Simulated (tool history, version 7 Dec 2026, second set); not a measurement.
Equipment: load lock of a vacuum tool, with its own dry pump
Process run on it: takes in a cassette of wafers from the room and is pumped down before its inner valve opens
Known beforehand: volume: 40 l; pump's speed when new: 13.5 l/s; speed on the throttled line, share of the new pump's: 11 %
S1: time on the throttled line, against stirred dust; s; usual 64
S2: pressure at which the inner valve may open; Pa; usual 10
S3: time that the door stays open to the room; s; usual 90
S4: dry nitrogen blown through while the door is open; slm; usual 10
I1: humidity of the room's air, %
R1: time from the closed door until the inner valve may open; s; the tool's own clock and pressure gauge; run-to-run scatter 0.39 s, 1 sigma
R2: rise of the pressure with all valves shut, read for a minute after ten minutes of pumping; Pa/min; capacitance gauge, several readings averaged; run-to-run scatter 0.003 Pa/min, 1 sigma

run	day	S1	S2	S3	S4	I1	R1	R2
1	0.000	64	10	90	10	44.3	84.6	0.030
2	8.483	64	10	90	10	44.7	84.1	0.030
3	15.092	64	7	90	10	43.4	85.9	0.041
4	29.008	64	10	90	10	43.9	84.7	0.033
5	36.325	114	10	90	10	42.0	129.4	0.028
6	46.854	64	10	90	10	44.9	84.9	0.032
7	56.625	64	10	43	10	46.4	85.2	0.023
8	70.262	64	10	43	10	45.7	85.0	0.014
9	77.679	64	19	43	10	43.0	82.4	0.022
10	88.483	64	19	43	10	46.3	82.3	0.025
11	103.396	64	19	43	10	41.5	82.7	0.025
12	109.504	64	10	90	10	47.0	84.6	0.034
13	123.967	64	10	90	10	46.8	84.6	0.030
14	134.517	35	8	33	10	42.9	59.4	0.019
15	145.362	35	8	33	10	44.8	59.9	0.013
16	151.562	112	11	28	6	47.2	126.9	0.018
17	164.883	112	20	28	19	41.3	125.0	0.012
18	174.067	46	20	28	29	43.4	66.6	0.010
19	187.133	46	20	28	29	43.7	67.1	0.010
20	193.192	62	10	90	18	44.3	82.7	0.027
21	204.967	100	13	90	37	43.8	115.6	0.018
22	216.825	100	13	90	37	41.1	115.6	0.017
23	231.333	100	13	80	37	45.0	115.5	0.017
24	245.383	102	13	67	37	47.9	118.5	0.015

For run 25, what comes out?
25	256.583	34	11	49	7	44.3	?	?

{"run 25": {"R1": 57.6, "R2": 0.024}}
Minus the tool's unlogged condition, the same run would have read R1 57.6 s, R2 0.023 Pa/min.
